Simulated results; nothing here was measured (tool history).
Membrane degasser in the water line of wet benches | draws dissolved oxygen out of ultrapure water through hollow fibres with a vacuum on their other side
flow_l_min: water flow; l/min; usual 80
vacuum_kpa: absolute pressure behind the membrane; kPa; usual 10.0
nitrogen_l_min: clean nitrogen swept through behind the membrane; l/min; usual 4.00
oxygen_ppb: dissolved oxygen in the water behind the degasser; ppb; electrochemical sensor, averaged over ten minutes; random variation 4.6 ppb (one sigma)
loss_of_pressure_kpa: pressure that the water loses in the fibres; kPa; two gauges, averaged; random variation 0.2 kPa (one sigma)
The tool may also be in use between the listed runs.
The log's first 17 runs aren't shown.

run,day,flow_l_min,vacuum_kpa,nitrogen_l_min,oxygen_ppb,loss_of_pressure_kpa
18,42.821,80,10.0,4.00,452.2,43.29
19,45.042,80,10.0,4.18,440.5,43.32
20,46.962,86,9.0,2.00,660.4,46.47
21,49.475,83,9.0,9.00,315.9,44.87
22,51.667,80,10.0,9.47,298.2,43.11
23,54.658,72,10.0,9.47,234.5,38.84
24,57.083,49,7.3,7.82,83.3,26.59
25,58.725,49,15.8,6.83,230.8,26.49
26,60.021,80,21.2,7.18,618.3,43.14
27,62.988,55,9.5,3.56,253.7,30.10
28,65.279,80,10.0,2.87,540.0,43.04
29,67.175,63,6.5,5.26,159.4,34.31
30,69.146,123,16.8,3.40,1384.8,66.60
31,70.550,123,16.8,3.40,1374.1,66.53
32,73.533,87,23.6,2.43,1432.1,46.89

Forecast each of these 4 alternatives for the next run:
A,76.321,70,9.1,2.43,?,?
B,76.321,109,14.2,2.43,?,?
C,76.321,86,23.6,8.11,?,?
D,76.321,58,17.3,4.00,?,?

run,oxygen_ppb,loss_of_pressure_kpa
A,447.1,37.94
B,1246.1,58.64
C,674.3,46.89
D,486.3,31.63
Without the tool's hidden state the same runs would have given:
run,oxygen_ppb,loss_of_pressure_kpa
A,446.6,37.93
B,1245.3,58.62
C,673.9,46.88
D,486.0,31.62

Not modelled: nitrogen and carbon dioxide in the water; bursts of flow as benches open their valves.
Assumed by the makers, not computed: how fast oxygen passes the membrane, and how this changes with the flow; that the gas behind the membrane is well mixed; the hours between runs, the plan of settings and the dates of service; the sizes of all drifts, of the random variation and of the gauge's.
